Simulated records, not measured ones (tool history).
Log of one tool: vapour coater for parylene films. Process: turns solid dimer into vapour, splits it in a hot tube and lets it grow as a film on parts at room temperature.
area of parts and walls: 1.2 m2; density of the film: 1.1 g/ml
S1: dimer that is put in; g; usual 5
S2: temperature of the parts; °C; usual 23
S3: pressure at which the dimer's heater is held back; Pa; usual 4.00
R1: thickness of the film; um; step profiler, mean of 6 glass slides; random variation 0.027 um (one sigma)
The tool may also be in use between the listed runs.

Run 1, day 0.000: usual settings. Result: R1 2.17 um.
At day 1.658: trap's valve overhauled.
Run 2, day 1.792: usual settings. Result: R1 2.19 um.
Run 3, day 4.583: usual settings. Result: R1 2.19 um.
Run 4, day 6.483: usual settings. Result: R1 2.25 um.
Run 5, day 9.800: usual settings but S3 8.67 Pa. Result: R1 1.98 um.
Run 6, day 11.329: usual settings but S3 8.67 Pa. Result: R1 2.00 um.
Run 7, day 12.825: usual settings but S3 8.67 Pa. Result: R1 2.02 um.
Run 8, day 15.142: usual settings but S3 8.67 Pa. Result: R1 2.02 um.
At day 17.121: trap's valve overhauled.
Run 9, day 17.904: usual settings but S3 8.67 Pa. Result: R1 1.98 um.
Run 10, day 20.804: usual settings but S3 8.67 Pa. Result: R1 2.05 um.
Run 11, day 22.788: usual settings but S3 8.67 Pa. Result: R1 1.95 um.
Run 12, day 24.400: usual settings. Result: R1 2.22 um.
Run 13, day 26.925: usual settings. Result: R1 2.19 um.
Run 14, day 29.662: usual settings but S2 33 °C. Result: R1 1.52 um.
At day 31.842: table's thermometer calibrated.
At day 32.471: trap's valve overhauled.
Run 15, day 32.975: usual settings but S2 33 °C. Result: R1 1.54 um.
Run 16, day 36.088: usual settings but S2 33 °C. Result: R1 1.52 um.
Run 17, day 37.983: usual settings but S2 33 °C. Result: R1 1.55 um.
Run 18, day 40.775: usual settings. Result: R1 2.20 um.
Run 19, day 42.262: usual settings. Result: R1 2.18 um.
Run 20, day 44.167: usual settings. Result: R1 2.17 um.
Run 21, day 46.567: usual settings. Result: R1 2.15 um.
At day 47.858: trap's valve overhauled.
Run 22, day 48.592: usual settings. Result: R1 2.22 um.
Run 23, day 50.892: usual settings. Result: R1 2.19 um.
Run 24, day 53.138: usual settings but S2 17 °C. Result: R1 2.72 um.
Run 25, day 56.354: usual settings but S1 3 g, S2 16 °C. Result: R1 1.69 um.
Run 26, day 58.575: usual settings. Result: R1 2.15 um.
Run 27, day 60.804: usual settings but S1 7 g, S3 2.62 Pa. Result: R1 3.16 um.
At day 63.204: trap's valve overhauled.
Run 28, day 63.696: usual settings but S1 7 g, S3 2.62 Pa. Result: R1 3.19 um.
Run 29, day 66.092: usual settings but S1 2 g, S2 25 °C. Result: R1 0.83 um.
Run 30, day 67.929: usual settings but S1 4 g, S2 19 °C, S3 4.09 Pa. Result: R1 2.02 um.
Run 31, day 71.038: usual settings but S1 6 g, S2 26 °C, S3 5.06 Pa. Result: R1 2.37 um.
Run 32, day 73.875: usual settings but S1 6 g, S2 26 °C, S3 5.06 Pa. Result: R1 2.26 um.
Run 33, day 75.571: usual settings but S1 4 g, S2 16 °C, S3 2.53 Pa. Result: R1 2.41 um.
Run 34, day 78.246: usual settings but S1 2 g, S2 34 °C, S3 3.76 Pa. Result: R1 0.58 um.
At day 78.688: trap's valve overhauled.
Run 35, day 80.808: usual settings but S1 2 g, S2 21 °C, S3 3.76 Pa. Result: R1 0.96 um.
Run 36, day 82.458: usual settings but S2 19 °C. Result: R1 2.50 um.
Run 37, day 85.546: usual settings but S1 3 g, S2 16 °C. Result: R1 1.73 um.
Run 38, day 87.779: usual settings but S1 2 g, S2 15 °C, S3 6.69 Pa. Result: R1 1.14 um.
Run 39, day 90.712: usual settings but S1 4 g, S2 24 °C. Result: R1 1.69 um.
Run 40, day 93.392: usual settings but S2 27 °C, S3 10.70 Pa. Result: R1 1.69 um.
At day 94.008: trap's valve overhauled.
Run 41, day 95.933: usual settings but S2 27 °C, S3 10.70 Pa. Result: R1 1.73 um.
Run 42, day 99.071: usual settings but S2 19 °C. Result: R1 2.52 um.
Run 43, day 102.012: usual settings but S1 7 g, S2 33 °C, S3 3.68 Pa. Result: R1 2.15 um.
Run 44, day 104.204: usual settings but S1 7 g, S2 33 °C, S3 3.68 Pa. Result: R1 2.17 um.
Run 45, day 106.412: usual settings but S1 8 g, S2 22 °C. Result: R1 3.57 um.
Run 46, day 108.408: usual settings but S1 8 g, S2 22 °C. Result: R1 3.68 um.
At day 109.304: trap's valve overhauled.
Run 47, day 111.796: usual settings but S1 8 g, S2 16 °C, S3 2.77 Pa. Result: R1 4.70 um.

4 ways to go on from here, each from the tool as it stands after run 47. What would each give?
Run A, day 114.896: usual settings but S1 6 g, S2 34 °C, S3 11.78 Pa. Result: R1 ?.
Run B, day 114.896: usual settings but S1 3 g, S3 5.12 Pa. Result: R1 ?.
Run C, day 114.896: usual settings but S1 6 g, S3 5.92 Pa. Result: R1 ?.
Run D, day 114.896: usual settings but S3 7.85 Pa. Result: R1 ?.

run    R1
  A  1.52
  B  1.30
  C  2.51
  D  2.04
Without the tool's hidden state the same runs would have given:
run    R1
  A  1.53
  B  1.31
  C  2.52
  D  2.05
